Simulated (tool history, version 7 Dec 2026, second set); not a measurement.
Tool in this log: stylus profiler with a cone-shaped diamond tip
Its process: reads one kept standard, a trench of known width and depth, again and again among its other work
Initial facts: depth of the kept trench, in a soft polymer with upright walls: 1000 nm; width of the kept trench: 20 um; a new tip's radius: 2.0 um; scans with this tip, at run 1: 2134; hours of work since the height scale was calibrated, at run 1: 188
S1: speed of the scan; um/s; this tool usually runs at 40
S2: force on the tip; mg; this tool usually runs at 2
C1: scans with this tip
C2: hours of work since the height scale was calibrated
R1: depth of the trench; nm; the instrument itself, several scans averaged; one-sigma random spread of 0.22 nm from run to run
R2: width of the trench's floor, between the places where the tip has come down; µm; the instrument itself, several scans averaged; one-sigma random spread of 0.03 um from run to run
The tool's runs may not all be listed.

Run 1, day 0: usual settings; C1 2134; C2 188. Result: R1 1004.92 nm, R2 15.92 µm.
Run 2, day 3.079: usual settings but S1 71 um/s; C1 2682; C2 237. Result: R1 1004.29 nm, R2 15.71 µm.
Run 3, day 4.904: usual settings but S2 1.23 mg; C1 3006; C2 265. Result: R1 1003.18 nm, R2 15.75 µm.
Run 4, day 6.792: usual settings but S2 1.23 mg; C1 3343; C2 295. Result: R1 1002.73 nm, R2 15.69 µm.
Run 5, day 10.146: usual settings but S2 1.23 mg; C1 3940; C2 348. Result: R1 1002.34 nm, R2 15.61 µm.
Run 6, day 12.562: usual settings but S2 1.23 mg; C1 4370; C2 385. Result: R1 1002.33 nm, R2 15.61 µm.
Run 7, day 14.2: usual settings but S2 1.23 mg; C1 4661; C2 411. Result: R1 1002.19 nm, R2 15.53 µm.
Run 8, day 16.992: usual settings but S2 1.23 mg; C1 5158; C2 455. Result: R1 1002.2 nm, R2 15.5 µm.
Run 9, day 19.279: usual settings but S2 0.98 mg; C1 5566; C2 491. Result: R1 1000.87 nm, R2 15.35 µm.
Run 10, day 21.592: usual settings but S2 0.98 mg; C1 5977; C2 527. Result: R1 1000.87 nm, R2 15.35 µm.
Run 11, day 24.525: usual settings but S2 0.98 mg; C1 6500; C2 573. Result: R1 1000.81 nm, R2 15.29 µm.
Run 12, day 27.088: usual settings; C1 6956; C2 614. Result: R1 1003.24 nm, R2 15.31 µm.
Run 13, day 28.625: usual settings but S2 1.4 mg; C1 7230; C2 638. Result: R1 1001.46 nm, R2 15.31 µm.
Run 14, day 30.879: usual settings but S2 2.99 mg; C1 7631; C2 673. Result: R1 1004.63 nm, R2 15.25 µm.
Run 15, day 32.992: usual settings but S2 2.99 mg; C1 8007; C2 706. Result: R1 1004.44 nm, R2 15.21 µm.
Run 16, day 36.408: usual settings; C1 8615; C2 760. Result: R1 1002.42 nm, R2 15.08 µm.
Run 17, day 39.242: usual settings but S2 1.67 mg; C1 9119; C2 804. Result: R1 1001.36 nm, R2 14.96 µm.
Run 18, day 40.883: usual settings but S1 78 um/s, S2 1.67 mg; C1 9412; C2 830. Result: R1 1001.21 nm, R2 14.82 µm.
Run 19, day 43.262: usual settings but S1 78 um/s, S2 1.67 mg; C1 9835; C2 868. Result: R1 1000.69 nm, R2 14.74 µm.
Run 20, day 46.683: usual settings but S1 39 um/s; C1 10444; C2 921. Result: R1 1001.89 nm, R2 14.85 µm.
Run 21, day 48.242: usual settings but S1 39 um/s; C1 10722; C2 946. Result: R1 1001.16 nm, R2 14.93 µm.
Run 22, day 51.617: usual settings; C1 11322; C2 999. Result: R1 1000.58 nm, R2 14.83 µm.
Run 23, day 54.475: usual settings; C1 11831; C2 1044. Result: R1 1000.71 nm, R2 14.74 µm.
Run 24, day 57.379: usual settings but S1 14 um/s, S2 1.24 mg; C1 12348; C2 1089. Result: R1 998.6 nm, R2 14.75 µm.
Run 25, day 59.908: usual settings but S1 75 um/s, S2 2.92 mg; C1 12798; C2 1129. Result: R1 1002.3 nm, R2 14.51 µm.
Run 26, day 62.962: usual settings but S1 33 um/s, S2 1.66 mg; C1 13342; C2 1177. Result: R1 999.82 nm, R2 14.59 µm.
Run 27, day 64.667: usual settings but S1 33 um/s, S2 1.66 mg; C1 13645; C2 1204. Result: R1 998.99 nm, R2 14.52 µm.
Run 28, day 68.058: usual settings but S1 69 um/s, S2 1.66 mg; C1 14249; C2 1257. Result: R1 998.93 nm, R2 14.27 µm.
Run 29, day 70.371: usual settings but S1 69 um/s, S2 1.66 mg; C1 14661; C2 1293. Result: R1 998.73 nm, R2 14.31 µm.
Run 30, day 71.883: usual settings but S1 69 um/s, S2 1.66 mg; C1 14930; C2 1317. Result: R1 998.94 nm, R2 14.24 µm.
Run 31, day 73.967: usual settings but S1 22 um/s, S2 5.13 mg; C1 15301; C2 1350. Result: R1 1005.23 nm, R2 14.41 µm.
Run 32, day 75.717: usual settings but S1 82 um/s, S2 1.75 mg; C1 15612; C2 1377. Result: R1 998.55 nm, R2 14.12 µm.
Run 33, day 78.175: usual settings but S2 0.83 mg; C1 16050; C2 1416. Result: R1 996.74 nm, R2 14.16 µm.
Run 34, day 81.275: usual settings but S2 0.83 mg; C1 16602; C2 1465. Result: R1 995.99 nm, R2 14.18 µm.
Run 35, day 83.142: usual settings but S1 76 um/s, S2 1.77 mg; C1 16934; C2 1494. Result: R1 997.92 nm, R2 14.03 µm.
Run 36, day 85.979: usual settings but S1 14 um/s; C1 17439; C2 1538. Result: R1 998.38 nm, R2 14.24 µm.
Run 37, day 88.033: usual settings but S1 10 um/s, S2 4.19 mg; C1 17805; C2 1571. Result: R1 1002.72 nm, R2 14.22 µm.
Run 38, day 91.35: usual settings but S1 15 um/s, S2 0.77 mg; C1 18395; C2 1623. Result: R1 994.92 nm, R2 14.12 µm.
Run 39, day 93.779: usual settings but S1 15 um/s; C1 18828; C2 1661. Result: R1 997.62 nm, R2 14.06 µm.
Run 40, day 95.379: usual settings but S1 33 um/s, S2 1.33 mg; C1 19113; C2 1686. Result: R1 995.91 nm, R2 13.96 µm.
At day 96.158: height scale calibrated on a step standard.
Run 41, day 96.833: usual settings but S1 33 um/s, S2 1.33 mg; C1 19368; C2 11. Result: R1 1004.76 nm, R2 13.96 µm.
Run 42, day 99.85: usual settings but S1 51 um/s, S2 1.89 mg; C1 19904; C2 58. Result: R1 1005.84 nm, R2 13.85 µm.
At day 100.2: new tip fitted, height scale calibrated.
Run 43, day 101.521: usual settings but S1 51 um/s, S2 1.89 mg; C1 235; C2 21. Result: R1 1006.22 nm, R2 16.35 µm.
Run 44, day 103.558: usual settings but S1 51 um/s, S2 1.89 mg; C1 598; C2 53. Result: R1 1005.77 nm, R2 16.32 µm.
Run 45, day 106.517: usual settings but S1 13 um/s, S2 4.75 mg; C1 1125; C2 99. Result: R1 1010.72 nm, R2 16.41 µm.

Alternative continuations, all from the tool just after run 45; predict every row:
Run A, day 109.375: usual settings but S1 25 um/s; C1 1633; C2 144. Result: R1 ?, R2 ?.
Run B, day 109.375: usual settings but S1 53 um/s, S2 1.23 mg; C1 1633; C2 144. Result: R1 ?, R2 ?.
Run C, day 109.375: usual settings but S1 12 um/s, S2 1.63 mg; C1 1633; C2 144. Result: R1 ?, R2 ?.
Run D, day 109.375: usual settings but S1 59 um/s, S2 0.76 mg; C1 1633; C2 144. Result: R1 ?, R2 ?.

run       R1     R2
  A  1005.67  16.24
  B  1004.14  16.04
  C  1005.22  16.27
  D  1002.78  15.96
What these runs would have given with no unlogged condition in the tool:
run       R1     R2
  A  1006.22  16.43
  B  1004.68  16.24
  C  1005.76  16.46
  D  1003.32  16.16

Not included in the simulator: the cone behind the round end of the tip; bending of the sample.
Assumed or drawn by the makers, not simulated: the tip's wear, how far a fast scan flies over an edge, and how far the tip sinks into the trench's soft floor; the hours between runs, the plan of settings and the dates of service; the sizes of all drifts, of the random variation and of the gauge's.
